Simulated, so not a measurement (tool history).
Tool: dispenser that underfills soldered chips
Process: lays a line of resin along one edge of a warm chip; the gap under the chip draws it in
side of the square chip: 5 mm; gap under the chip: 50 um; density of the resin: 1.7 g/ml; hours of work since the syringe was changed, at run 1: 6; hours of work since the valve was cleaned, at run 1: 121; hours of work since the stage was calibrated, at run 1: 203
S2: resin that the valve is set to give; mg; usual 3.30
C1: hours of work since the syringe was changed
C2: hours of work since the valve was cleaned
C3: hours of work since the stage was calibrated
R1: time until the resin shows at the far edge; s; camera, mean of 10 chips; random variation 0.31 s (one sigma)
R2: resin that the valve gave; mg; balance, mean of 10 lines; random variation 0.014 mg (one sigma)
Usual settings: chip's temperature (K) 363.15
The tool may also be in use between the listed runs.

Run 1, day 0.000: usual settings; C1 6; C2 121; C3 203. Result: R1 9.1 s, R2 3.11 mg.
At day 0.133: dispensing valve cleaned and set on the balance.
At day 0.279: new syringe of resin.
Run 2, day 0.408: usual settings but chip's temperature (K) 374.15; C1 2; C2 5; C3 210. Result: R1 4.7 s, R2 3.30 mg.
Run 3, day 0.612: usual settings but chip's temperature (K) 374.15; C1 6; C2 9; C3 213. Result: R1 5.6 s, R2 3.29 mg.
At day 0.838: new syringe of resin.
Run 4, day 0.896: usual settings but chip's temperature (K) 374.15; C1 1; C2 14; C3 219. Result: R1 3.8 s, R2 3.27 mg.
Run 5, day 1.050: usual settings but chip's temperature (K) 374.15; C1 4; C2 17; C3 221. Result: R1 4.9 s, R2 3.26 mg.
At day 1.392: new syringe of resin.
Run 6, day 1.392: usual settings but chip's temperature (K) 374.15; C1 0; C2 23; C3 228. Result: R1 3.5 s, R2 3.26 mg.
Run 7, day 1.658: usual settings but chip's temperature (K) 374.15; C1 5; C2 28; C3 233. Result: R1 5.6 s, R2 3.28 mg.
Run 8, day 1.875: usual settings but chip's temperature (K) 374.15; C1 9; C2 32; C3 237. Result: R1 7.9 s, R2 3.29 mg.
At day 1.950: new syringe of resin.
Run 9, day 2.129: usual settings; C1 3; C2 37; C3 242. Result: R1 7.9 s, R2 3.24 mg.
Run 10, day 2.338: usual settings but chip's temperature (K) 348.15; C1 7; C2 41; C3 245. Result: R1 20.2 s, R2 3.21 mg.
At day 2.508: new syringe of resin.
Run 11, day 2.662: usual settings but chip's temperature (K) 348.15; C1 3; C2 47; C3 251. Result: R1 14.1 s, R2 3.23 mg.
Run 12, day 2.825: usual settings but S2 3.31 mg; C1 6; C2 50; C3 254. Result: R1 8.9 s, R2 3.26 mg.
At day 3.054: new syringe of resin.
Run 13, day 3.096: usual settings but S2 3.31 mg; C1 1; C2 55; C3 259. Result: R1 5.8 s, R2 3.26 mg.
Run 14, day 3.412: usual settings but S2 3.31 mg; C1 7; C2 61; C3 265. Result: R1 9.6 s, R2 3.23 mg.
At day 3.608: new syringe of resin.
Run 15, day 3.650: usual settings but S2 3.76 mg; C1 1; C2 65; C3 270. Result: R1 5.4 s, R2 3.64 mg.
Run 16, day 3.938: usual settings; C1 6; C2 71; C3 275. Result: R1 9.8 s, R2 3.20 mg.
Run 17, day 4.083: usual settings; C1 9; C2 73; C3 278. Result: R1 11.6 s, R2 3.22 mg.
At day 4.150: new syringe of resin.
Run 18, day 4.354: usual settings; C1 4; C2 78; C3 283. Result: R1 7.6 s, R2 3.21 mg.
Run 19, day 4.667: usual settings but chip's temperature (K) 378.15, S2 3.98 mg; C1 10; C2 84; C3 289. Result: R1 6.5 s, R2 3.86 mg.
At day 4.700: new syringe of resin.
Run 20, day 4.962: usual settings but chip's temperature (K) 356.15, S2 3.26 mg; C1 5; C2 90; C3 294. Result: R1 11.4 s, R2 3.14 mg.
Run 21, day 5.192: usual settings but chip's temperature (K) 376.15, S2 3.46 mg; C1 9; C2 94; C3 298. Result: R1 7.0 s, R2 3.31 mg.
At day 5.250: new syringe of resin.
Run 22, day 5.446: usual settings but chip's temperature (K) 357.15, S2 3.35 mg; C1 4; C2 99; C3 303. Result: R1 10.6 s, R2 3.23 mg.
At day 5.792: new syringe of resin.
Run 23, day 5.792: usual settings but chip's temperature (K) 369.15, S2 4.16 mg; C1 0; C2 105; C3 309. Result: R1 4.1 s, R2 4.01 mg.
Run 24, day 6.075: usual settings but chip's temperature (K) 367.15, S2 3.98 mg; C1 5; C2 110; C3 315. Result: R1 7.9 s, R2 3.82 mg.
Run 25, day 6.250: usual settings but chip's temperature (K) 367.15, S2 3.98 mg; C1 9; C2 114; C3 318. Result: R1 9.2 s, R2 3.78 mg.
At day 6.358: new syringe of resin.
Run 26, day 6.621: usual settings but chip's temperature (K) 349.15, S2 2.84 mg; C1 5; C2 120; C3 325. Result: R1 17.2 s, R2 2.72 mg.

Forecast run 27:
At day 6.788: dispensing valve cleaned and set on the balance.
Run 27, day 6.879: usual settings but chip's temperature (K) 349.15, S2 2.84 mg; C1 9; C2 2; C3 329. Result: R1 ?, R2 ?.

{"run 27": {"R1": 23.5, "R2": 2.83}}
Without the tool's hidden state the same run would have given R1 11.1 s, R2 2.83 mg.
